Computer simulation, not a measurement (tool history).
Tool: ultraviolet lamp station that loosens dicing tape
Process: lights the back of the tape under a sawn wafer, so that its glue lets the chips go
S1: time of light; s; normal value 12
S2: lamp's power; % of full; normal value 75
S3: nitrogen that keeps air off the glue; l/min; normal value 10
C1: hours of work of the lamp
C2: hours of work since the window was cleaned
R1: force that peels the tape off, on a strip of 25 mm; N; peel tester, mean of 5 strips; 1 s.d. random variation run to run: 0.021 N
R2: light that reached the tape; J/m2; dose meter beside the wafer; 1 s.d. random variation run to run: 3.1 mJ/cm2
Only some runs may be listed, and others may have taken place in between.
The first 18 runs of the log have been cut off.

Run 19, day 18.221: usual settings but S3 15 l/min; C1 548; C2 131. Result: R1 0.856 N, R2 4670 J/m2.
Run 20, day 19.204: usual settings but S3 15 l/min; C1 558; C2 141. Result: R1 0.914 N, R2 4680 J/m2.
Run 21, day 19.829: usual settings but S3 15 l/min; C1 564; C2 147. Result: R1 0.903 N, R2 4700 J/m2.
Run 22, day 20.625: usual settings but S1 19 s, S2 76 % of full, S3 8 l/min; C1 573; C2 155. Result: R1 0.437 N, R2 7460 J/m2.
Run 23, day 21.892: usual settings but S1 19 s, S2 76 % of full, S3 8 l/min; C1 586; C2 168. Result: R1 0.456 N, R2 7460 J/m2.
Run 24, day 23.142: usual settings but S1 21 s, S2 83 % of full, S3 7 l/min; C1 599; C2 181. Result: R1 0.327 N, R2 9050 J/m2.
Run 25, day 24.504: usual settings but S1 21 s, S2 83 % of full, S3 7 l/min; C1 613; C2 195. Result: R1 0.33 N, R2 9010 J/m2.
At day 25.892: lamp changed.
Run 26, day 25.892: usual settings but S1 21 s, S2 83 % of full, S3 7 l/min; C1 0; C2 209. Result: R1 0.335 N, R2 9150 J/m2.
Run 27, day 26.883: usual settings but S1 21 s, S2 83 % of full, S3 7 l/min; C1 10; C2 219. Result: R1 0.321 N, R2 9170 J/m2.
Run 28, day 28.367: usual settings but S1 6 s, S2 85 % of full, S3 7 l/min; C1 26; C2 235. Result: R1 2.542 N, R2 2670 J/m2.
Run 29, day 29.254: usual settings but S1 6 s, S2 61 % of full, S3 5 l/min; C1 35; C2 244. Result: R1 3.689 N, R2 1930 J/m2.
Run 30, day 30.654: usual settings but S1 17 s; C1 49; C2 258. Result: R1 0.508 N, R2 6640 J/m2.
Run 31, day 31.275: usual settings but S1 17 s; C1 56; C2 265. Result: R1 0.523 N, R2 6610 J/m2.
Run 32, day 32.271: usual settings but S1 15 s, S2 93 % of full; C1 66; C2 275. Result: R1 0.424 N, R2 7270 J/m2.
Run 33, day 33.221: usual settings but S1 6 s, S2 77 % of full, S3 4 l/min; C1 76; C2 285. Result: R1 3.222 N, R2 2390 J/m2.
Run 34, day 34.275: usual settings but S1 6 s, S2 77 % of full, S3 4 l/min; C1 86; C2 296. Result: R1 3.24 N, R2 2360 J/m2.
Run 35, day 35.058: usual settings but S1 9 s, S2 74 % of full, S3 5 l/min; C1 95; C2 304. Result: R1 2.139 N, R2 3480 J/m2.
Run 36, day 36.367: usual settings but S1 9 s, S2 74 % of full, S3 6 l/min; C1 108; C2 317. Result: R1 1.965 N, R2 3480 J/m2.
Run 37, day 37.842: usual settings but S1 10 s, S2 63 % of full, S3 6 l/min; C1 123; C2 333. Result: R1 2.09 N, R2 3290 J/m2.
Run 38, day 39.267: usual settings but S1 10 s, S2 63 % of full, S3 6 l/min; C1 138; C2 347. Result: R1 2.14 N, R2 3250 J/m2.
Run 39, day 39.996: usual settings but S1 10 s, S2 63 % of full, S3 6 l/min; C1 146; C2 355. Result: R1 2.043 N, R2 3280 J/m2.

Predict each of these 3 candidate next runs independently; none follows another, all start after run 39:
Run A, day 40.817: usual settings but S2 93 % of full; C1 154; C2 363. Result: R1 ?, R2 ?.
Run B, day 40.817: usual settings but S1 19 s, S2 80 % of full, S3 4 l/min; C1 154; C2 363. Result: R1 ?, R2 ?.
Run C, day 40.817: usual settings but S1 10 s, S2 72 % of full, S3 6 l/min; C1 154; C2 363. Result: R1 ?, R2 ?.

run     R1    R2
  A  0.668  5830
  B   0.61  7960
  C  1.759  3800
With no hidden state in the tool, these same runs would have given:
run     R1    R2
  A  0.664  5840
  B  0.606  7980
  C  1.751  3810
